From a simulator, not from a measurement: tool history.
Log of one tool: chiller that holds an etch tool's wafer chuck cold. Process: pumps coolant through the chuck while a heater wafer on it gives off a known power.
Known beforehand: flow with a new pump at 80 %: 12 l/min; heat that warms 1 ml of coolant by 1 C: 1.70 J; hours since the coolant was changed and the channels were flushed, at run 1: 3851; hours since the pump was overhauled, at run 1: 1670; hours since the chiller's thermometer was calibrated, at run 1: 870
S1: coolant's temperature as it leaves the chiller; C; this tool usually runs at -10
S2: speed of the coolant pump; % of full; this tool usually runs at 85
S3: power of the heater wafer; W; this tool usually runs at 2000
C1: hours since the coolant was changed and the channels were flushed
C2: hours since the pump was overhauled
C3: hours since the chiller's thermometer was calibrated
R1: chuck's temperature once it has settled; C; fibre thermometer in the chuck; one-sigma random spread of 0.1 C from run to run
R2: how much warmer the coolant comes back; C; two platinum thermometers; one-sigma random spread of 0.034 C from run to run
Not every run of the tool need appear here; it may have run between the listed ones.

{"run": 1, "hour": 0.0, "S1": -10, "S2": 85, "S3": 2000, "C1": 3851, "C2": 1670, "C3": 870, "R1": 5.8, "R2": 5.54}
{"hour": 16.0, "done": "coolant changed, channels flushed"}
{"run": 2, "hour": 26.3, "S1": -10, "S2": 85, "S3": 2000, "C1": 10, "C2": 1690, "C3": 890, "R1": 4.8, "R2": 5.57}
{"run": 3, "hour": 62.4, "S1": -10, "S2": 85, "S3": 2000, "C1": 46, "C2": 1726, "C3": 927, "R1": 4.8, "R2": 5.66}
{"run": 4, "hour": 95.6, "S1": -10, "S2": 85, "S3": 2000, "C1": 80, "C2": 1759, "C3": 960, "R1": 4.9, "R2": 5.6}
{"run": 5, "hour": 126.4, "S1": -4, "S2": 85, "S3": 2000, "C1": 110, "C2": 1790, "C3": 991, "R1": 11, "R2": 5.59}
{"run": 6, "hour": 164.9, "S1": -10, "S2": 85, "S3": 2000, "C1": 149, "C2": 1828, "C3": 1029, "R1": 5, "R2": 5.54}
{"run": 7, "hour": 188.2, "S1": -10, "S2": 85, "S3": 1062, "C1": 172, "C2": 1852, "C3": 1052, "R1": -1.9, "R2": 2.99}
{"run": 8, "hour": 209.5, "S1": -6, "S2": 85, "S3": 1062, "C1": 193, "C2": 1873, "C3": 1074, "R1": 2.1, "R2": 2.98}
{"run": 9, "hour": 241.4, "S1": -10, "S2": 85, "S3": 2000, "C1": 225, "C2": 1905, "C3": 1106, "R1": 4.9, "R2": 5.63}
{"run": 10, "hour": 279.8, "S1": -10, "S2": 85, "S3": 2000, "C1": 264, "C2": 1943, "C3": 1144, "R1": 5, "R2": 5.63}
{"run": 11, "hour": 318.9, "S1": -10, "S2": 85, "S3": 2000, "C1": 303, "C2": 1982, "C3": 1183, "R1": 5.2, "R2": 5.63}
{"run": 12, "hour": 360.1, "S1": -10, "S2": 85, "S3": 2000, "C1": 344, "C2": 2024, "C3": 1224, "R1": 5.2, "R2": 5.59}
{"run": 13, "hour": 400.8, "S1": -10, "S2": 85, "S3": 2000, "C1": 385, "C2": 2064, "C3": 1265, "R1": 5.3, "R2": 5.6}
{"run": 14, "hour": 438.0, "S1": -10, "S2": 85, "S3": 2000, "C1": 422, "C2": 2102, "C3": 1302, "R1": 5.2, "R2": 5.57}
{"run": 15, "hour": 471.8, "S1": -10, "S2": 85, "S3": 2000, "C1": 456, "C2": 2135, "C3": 1336, "R1": 5, "R2": 5.64}
{"run": 16, "hour": 508.0, "S1": -10, "S2": 85, "S3": 2392, "C1": 492, "C2": 2172, "C3": 1372, "R1": 8.1, "R2": 6.72}
{"run": 17, "hour": 530.8, "S1": -6, "S2": 66, "S3": 1258, "C1": 515, "C2": 2194, "C3": 1395, "R1": 6, "R2": 4.7}
{"run": 18, "hour": 558.7, "S1": -15, "S2": 91, "S3": 2067, "C1": 543, "C2": 2222, "C3": 1423, "R1": -0.3, "R2": 5.38}
{"run": 19, "hour": 587.3, "S1": -15, "S2": 91, "S3": 2067, "C1": 571, "C2": 2251, "C3": 1452, "R1": -0.3, "R2": 5.32}
{"run": 20, "hour": 617.5, "S1": -1, "S2": 91, "S3": 2067, "C1": 601, "C2": 2281, "C3": 1482, "R1": 13.9, "R2": 5.4}
{"run": 21, "hour": 640.4, "S1": -20, "S2": 95, "S3": 1408, "C1": 624, "C2": 2304, "C3": 1505, "R1": -10.3, "R2": 3.56}
{"run": 22, "hour": 673.2, "S1": -11, "S2": 75, "S3": 1917, "C1": 657, "C2": 2337, "C3": 1537, "R1": 5.5, "R2": 6.26}
{"run": 23, "hour": 715.7, "S1": -19, "S2": 71, "S3": 2255, "C1": 700, "C2": 2379, "C3": 1580, "R1": 1.2, "R2": 7.73}
{"run": 24, "hour": 753.4, "S1": -19, "S2": 71, "S3": 2255, "C1": 737, "C2": 2417, "C3": 1618, "R1": 1.1, "R2": 7.78}
{"run": 25, "hour": 774.9, "S1": -10, "S2": 74, "S3": 2765, "C1": 759, "C2": 2438, "C3": 1639, "R1": 13.8, "R2": 9.07}
{"run": 26, "hour": 803.8, "S1": -10, "S2": 80, "S3": 2716, "C1": 788, "C2": 2467, "C3": 1668, "R1": 11.7, "R2": 8.16}
{"run": 27, "hour": 840.7, "S1": -10, "S2": 80, "S3": 2716, "C1": 825, "C2": 2504, "C3": 1705, "R1": 11.9, "R2": 8.19}
{"run": 28, "hour": 869.3, "S1": -3, "S2": 80, "S3": 2716, "C1": 853, "C2": 2533, "C3": 1733, "R1": 18.9, "R2": 8.13}
{"run": 29, "hour": 910.1, "S1": -3, "S2": 72, "S3": 2716, "C1": 894, "C2": 2574, "C3": 1774, "R1": 21.1, "R2": 9.15}

Below are 3 alternative next runs, each starting from the tool's condition after run 29. Predict each:
{"run": "A", "hour": 944.4, "S1": -3, "S2": 72, "S3": 1276, "C1": 928, "C2": 2608, "C3": 1809, "R1": "?", "R2": "?"}
{"run": "B", "hour": 944.4, "S1": -4, "S2": 85, "S3": 2729, "C1": 928, "C2": 2608, "C3": 1809, "R1": "?", "R2": "?"}
{"run": "C", "hour": 944.4, "S1": -2, "S2": 72, "S3": 2000, "C1": 928, "C2": 2608, "C3": 1809, "R1": "?", "R2": "?"}

run=A R1=8.7 R2=4.34
run=B R1=16.8 R2=7.68
run=C R1=15.8 R2=6.75
Without the tool's hidden state the same runs would have given:
run=A R1=7.9 R2=4.23
run=B R1=15.6 R2=7.48
run=C R1=14.8 R2=6.58

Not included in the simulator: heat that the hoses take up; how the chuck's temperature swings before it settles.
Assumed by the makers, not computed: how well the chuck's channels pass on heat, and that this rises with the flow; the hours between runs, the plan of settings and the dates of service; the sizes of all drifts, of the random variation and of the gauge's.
